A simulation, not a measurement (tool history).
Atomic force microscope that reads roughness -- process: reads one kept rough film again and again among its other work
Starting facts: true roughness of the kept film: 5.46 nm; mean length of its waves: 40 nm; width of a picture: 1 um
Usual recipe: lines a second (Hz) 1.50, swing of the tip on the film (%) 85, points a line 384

run	hour	lines a second (Hz)	swing of the tip on the film (%)	points a line	roughness of the kept film (nm (root mean square))
1	0.0	1.50	85	384	3.752
2	37.2	1.50	85	384	3.623
3	84.3	1.50	85	542	3.440
4	123.1	1.50	85	768	3.305
5	162.0	1.50	85	768	3.143
6	206.0	1.50	85	768	4.201
7	234.7	1.50	86	384	4.053
8	265.0	1.50	86	384	3.892
9	295.9	1.50	86	384	3.796
10	339.6	1.50	86	384	3.617
11	362.9	1.50	85	384	3.524
12	394.8	1.21	85	384	3.488
13	435.3	0.74	85	384	3.413
14	477.0	0.74	85	384	4.479
15	507.9	0.74	85	384	4.284
16	550.8	1.50	85	384	3.924
17	574.1	1.50	85	384	3.784
18	608.9	1.50	85	384	3.606
19	643.0	1.50	85	384	3.502
20	671.3	1.50	85	384	3.392
21	718.8	1.50	73	456	3.362
22	764.8	0.57	78	485	4.502
23	806.5	3.03	85	406	3.766
24	836.4	3.03	85	406	3.628
25	857.0	1.54	60	751	4.031
26	899.4	2.58	85	384	3.531
27	920.2	1.61	66	384	3.743
28	948.0	2.10	77	569	3.496
29	977.2	2.10	77	569	3.396
30	1005.6	2.10	77	569	3.282
31	1031.8	1.11	77	287	4.577
32	1069.7	1.11	77	895	4.377
33	1105.9	2.83	60	361	4.163
34	1127.3	0.57	61	655	4.261
35	1152.4	0.57	58	655	4.073
36	1181.8	3.31	58	351	3.873
37	1226.8	1.16	62	964	3.741
38	1273.7	1.94	85	384	3.281
39	1307.8	1.94	61	386	3.429

The log once held 6 entries between its listed runs, left out of this copy. Where does each go, and what is different about the tool's unlogged condition between the listed run before it and the listed run after it?
Between runs 5 and 6: new tip fitted (hour 168.9)
  radius of the tip, nm: 44.4 -> 14.5; height scale over the true one, %: -0.31 -> -0.33
  what was measured, less what the result would be without the hidden state, roughness of the kept film (nm (root mean square)): -1.296 -> -0.240
Between runs 13 and 14: new tip fitted (hour 453.7)
  radius of the tip, nm: 39.5 -> 12.8; height scale over the true one, %: -0.45 -> -0.47
  what was measured, less what the result would be without the hidden state, roughness of the kept film (nm (root mean square)): -1.218 -> -0.168
Between runs 21 and 22: height scale calibrated on a step standard (hour 723.0); new tip fitted (hour 741.7)
  radius of the tip, nm: 40.6 -> 12.8; height scale over the true one, %: -0.6 -> -1.03
  what was measured, less what the result would be without the hidden state, roughness of the kept film (nm (root mean square)): -1.248 -> -0.199
Between runs 25 and 26: height scale calibrated on a step standard, once more (hour 867.6)
  radius of the tip, nm: 23 -> 27.7; height scale over the true one, %: -1.08 -> -0.15
  what was measured, less what the result would be without the hidden state, roughness of the kept film (nm (root mean square)): -0.674 -> -0.750
Between runs 30 and 31: new tip fitted (hour 1027.9)
  radius of the tip, nm: 40.2 -> 10.6; height scale over the true one, %: -0.2 -> -0.22
  what was measured, less what the result would be without the hidden state, roughness of the kept film (nm (root mean square)): -1.186 -> -0.044
